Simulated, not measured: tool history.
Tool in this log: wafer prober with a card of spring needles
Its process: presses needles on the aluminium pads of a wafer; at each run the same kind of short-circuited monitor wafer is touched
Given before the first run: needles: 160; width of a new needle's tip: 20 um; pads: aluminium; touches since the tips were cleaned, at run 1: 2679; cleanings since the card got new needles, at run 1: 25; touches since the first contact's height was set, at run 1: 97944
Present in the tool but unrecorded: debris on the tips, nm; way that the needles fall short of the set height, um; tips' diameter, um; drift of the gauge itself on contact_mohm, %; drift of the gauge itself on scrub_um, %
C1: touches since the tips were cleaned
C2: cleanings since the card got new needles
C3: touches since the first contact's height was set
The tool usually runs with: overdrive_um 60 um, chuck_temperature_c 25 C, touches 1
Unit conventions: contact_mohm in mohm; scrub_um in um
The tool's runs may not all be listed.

run 1 hour=0.0 | overdrive_um=60 chuck_temperature_c=25 touches=1 | C1=2679 C2=25 C3=97944 | contact_mohm=246 scrub_um=10.08
-- hour=4.7 tips cleaned on abrasive film
run 2 hour=19.2 | overdrive_um=60 chuck_temperature_c=25 touches=1 | C1=3041 C2=26 C3=101936 | contact_mohm=248 scrub_um=10.02
-- hour=20.6 tips cleaned on abrasive film
-- hour=37.4 tips cleaned on abrasive film
run 3 hour=42.9 | overdrive_um=46 chuck_temperature_c=25 touches=1 | C1=1161 C2=28 C3=106838 | contact_mohm=251 scrub_um=7.70
-- hour=54.6 tips cleaned on abrasive film
-- hour=71.5 tips cleaned on abrasive film
run 4 hour=71.5 | overdrive_um=46 chuck_temperature_c=25 touches=1 | C1=0 C2=30 C3=112758 | contact_mohm=251 scrub_um=7.67
-- hour=87.8 tips cleaned on abrasive film
run 5 hour=98.2 | overdrive_um=60 chuck_temperature_c=25 touches=1 | C1=2190 C2=31 C3=118322 | contact_mohm=248 scrub_um=10.03
-- hour=104.5 tips cleaned on abrasive film
run 6 hour=118.0 | overdrive_um=60 chuck_temperature_c=81 touches=1 | C1=2818 C2=32 C3=122416 | contact_mohm=265 scrub_um=9.98
-- hour=120.7 tips cleaned on abrasive film
-- hour=138.9 tips cleaned on abrasive film
run 7 hour=147.6 | overdrive_um=60 chuck_temperature_c=25 touches=1 | C1=1824 C2=34 C3=128568 | contact_mohm=245 scrub_um=10.06
-- hour=156.1 tips cleaned on abrasive film
run 8 hour=168.9 | overdrive_um=60 chuck_temperature_c=25 touches=1 | C1=2673 C2=35 C3=132980 | contact_mohm=247 scrub_um=10.06
-- hour=173.1 tips cleaned on abrasive film
run 9 hour=183.2 | overdrive_um=60 chuck_temperature_c=73 touches=1 | C1=2107 C2=36 C3=135943 | contact_mohm=257 scrub_um=10.03
-- hour=190.4 tips cleaned on abrasive film
-- hour=201.3 height of the first contact set anew
run 10 hour=201.3 | overdrive_um=60 chuck_temperature_c=73 touches=1 | C1=2217 C2=37 C3=0 | contact_mohm=260 scrub_um=10.15
-- hour=207.1 tips cleaned on abrasive film
-- hour=224.2 tips cleaned on abrasive film
run 11 hour=227.2 | overdrive_um=60 chuck_temperature_c=73 touches=1 | C1=626 C2=39 C3=5358 | contact_mohm=256 scrub_um=10.10
-- hour=241.5 tips cleaned on abrasive film
run 12 hour=249.5 | overdrive_um=60 chuck_temperature_c=73 touches=1 | C1=1665 C2=40 C3=9993 | contact_mohm=261 scrub_um=10.12
-- hour=258.6 tips cleaned on abrasive film
run 13 hour=269.6 | overdrive_um=60 chuck_temperature_c=25 touches=1 | C1=2297 C2=41 C3=14169 | contact_mohm=250 scrub_um=10.14
-- hour=275.8 tips cleaned on abrasive film
-- hour=293.4 tips cleaned on abrasive film
run 14 hour=297.0 | overdrive_um=60 chuck_temperature_c=25 touches=2 | C1=744 C2=43 C3=19837 | contact_mohm=247 scrub_um=10.09
-- hour=310.2 tips cleaned on abrasive film
run 15 hour=312.3 | overdrive_um=60 chuck_temperature_c=105 touches=1 | C1=438 C2=44 C3=23009 | contact_mohm=270 scrub_um=10.03
-- hour=327.9 tips cleaned on abrasive film
run 16 hour=327.9 | overdrive_um=60 chuck_temperature_c=105 touches=1 | C1=0 C2=45 C3=26243 | contact_mohm=274 scrub_um=10.18
-- hour=343.9 tips cleaned on abrasive film
run 17 hour=345.7 | overdrive_um=45 chuck_temperature_c=73 touches=3 | C1=387 C2=46 C3=29942 | contact_mohm=265 scrub_um=7.59
-- hour=362.1 tips cleaned on abrasive film
run 18 hour=366.2 | overdrive_um=45 chuck_temperature_c=73 touches=3 | C1=872 C2=47 C3=34203 | contact_mohm=267 scrub_um=7.60
-- hour=380.1 tips cleaned on abrasive film
run 19 hour=392.3 | overdrive_um=45 chuck_temperature_c=73 touches=3 | C1=2553 C2=48 C3=39625 | contact_mohm=268 scrub_um=7.60
-- hour=396.3 tips cleaned on abrasive film
run 20 hour=408.3 | overdrive_um=63 chuck_temperature_c=73 touches=3 | C1=2487 C2=49 C3=42932 | contact_mohm=260 scrub_um=10.64
-- hour=412.6 tips cleaned on abrasive film
run 21 hour=422.7 | overdrive_um=44 chuck_temperature_c=51 touches=1 | C1=2105 C2=50 C3=45921 | contact_mohm=263 scrub_um=7.43
-- hour=429.1 tips cleaned on abrasive film
-- hour=446.3 tips cleaned on abrasive film
run 22 hour=454.6 | overdrive_um=53 chuck_temperature_c=93 touches=3 | C1=1734 C2=52 C3=52541 | contact_mohm=270 scrub_um=8.95
-- hour=462.6 tips cleaned on abrasive film
-- hour=479.9 tips cleaned on abrasive film
run 23 hour=481.9 | overdrive_um=71 chuck_temperature_c=61 touches=1 | C1=418 C2=54 C3=58193 | contact_mohm=255 scrub_um=12.01

For run 24, what comes out?
-- hour=496.6 tips cleaned on abrasive film
run 24 hour=500.6 | overdrive_um=71 chuck_temperature_c=61 touches=1 | C1=820 C2=55 C3=62067 | contact_mohm=? scrub_um=?

contact_mohm: 255 mohm
scrub_um: 12.04 um
Take away the tool's hidden state, keep the run-to-run variation as it was, and the same run would have given contact_mohm 255 mohm, scrub_um 11.82 um.
